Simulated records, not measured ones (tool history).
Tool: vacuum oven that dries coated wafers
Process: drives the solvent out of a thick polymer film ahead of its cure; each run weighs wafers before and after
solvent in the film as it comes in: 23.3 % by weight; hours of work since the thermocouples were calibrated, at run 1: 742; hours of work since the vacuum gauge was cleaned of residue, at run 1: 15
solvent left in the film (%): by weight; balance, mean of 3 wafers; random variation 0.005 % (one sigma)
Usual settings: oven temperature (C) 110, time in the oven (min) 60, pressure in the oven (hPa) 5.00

| run | hour | oven temperature (C) | time in the oven (min) | pressure in the oven (hPa) | hours of work since the thermocouples were calibrated | hours of work since the vacuum gauge was cleaned of residue | solvent left in the film (%) |
|---|---|---|---|---|---|---|---|
| 1 | 0.0 | 110 | 60 | 5.00 | 742 | 15 | 2.624 |
| 2 | 8.7 | 110 | 60 | 5.00 | 746 | 18 | 2.629 |
| 3 | 14.0 | 110 | 60 | 5.00 | 748 | 20 | 2.629 |
| 4 | 21.5 | 109 | 60 | 5.00 | 751 | 24 | 2.837 |
| 5 | 33.1 | 109 | 60 | 5.00 | 756 | 28 | 2.852 |
| 6 | 39.5 | 109 | 60 | 5.00 | 759 | 31 | 2.851 |
| 7 | 44.7 | 109 | 60 | 5.00 | 761 | 33 | 2.851 |
| 8 | 50.0 | 109 | 60 | 5.00 | 763 | 35 | 2.852 |
| 9 | 57.6 | 96 | 95 | 15.25 | 766 | 39 | 6.016 |
| 10 | 65.8 | 96 | 95 | 15.25 | 770 | 42 | 6.023 |
|  | 70.3 | oven's thermocouples calibrated |
| 11 | 79.1 | 122 | 34 | 5.50 | 4 | 47 | 2.674 |
| 12 | 85.6 | 122 | 34 | 5.50 | 6 | 49 | 2.676 |
| 13 | 90.7 | 111 | 87 | 5.00 | 8 | 51 | 1.287 |
| 14 | 97.2 | 100 | 40 | 7.23 | 11 | 54 | 8.334 |
| 15 | 104.5 | 100 | 85 | 5.33 | 14 | 57 | 3.478 |
| 16 | 109.9 | 100 | 85 | 5.33 | 16 | 59 | 3.477 |

Hidden state or all else? Some run-to-run changes of solvent left in the film (%), split into what the settings, what came in and random variation would give without the hidden state, and what is left for the hidden state (with any gauge scatter that isn't in both results):
The hidden state here: true wafer temperature over the reading, C; true pressure over the reading, kPa; drift of the gauge itself on solvent_pct, %.
Run 10 -> 11: oven temperature (C) 96 -> 122, time in the oven (min) 95 -> 34, pressure in the oven (hPa) 15.25 -> 5.50, oven's thermocouples calibrated. solvent left in the film (%) -3.349: hidden state +0.009, all else -3.358.
Run 13 -> 14: oven temperature (C) 111 -> 100, time in the oven (min) 87 -> 40, pressure in the oven (hPa) 5.00 -> 7.23. solvent left in the film (%) +7.047: hidden state +0.001, all else +7.046.
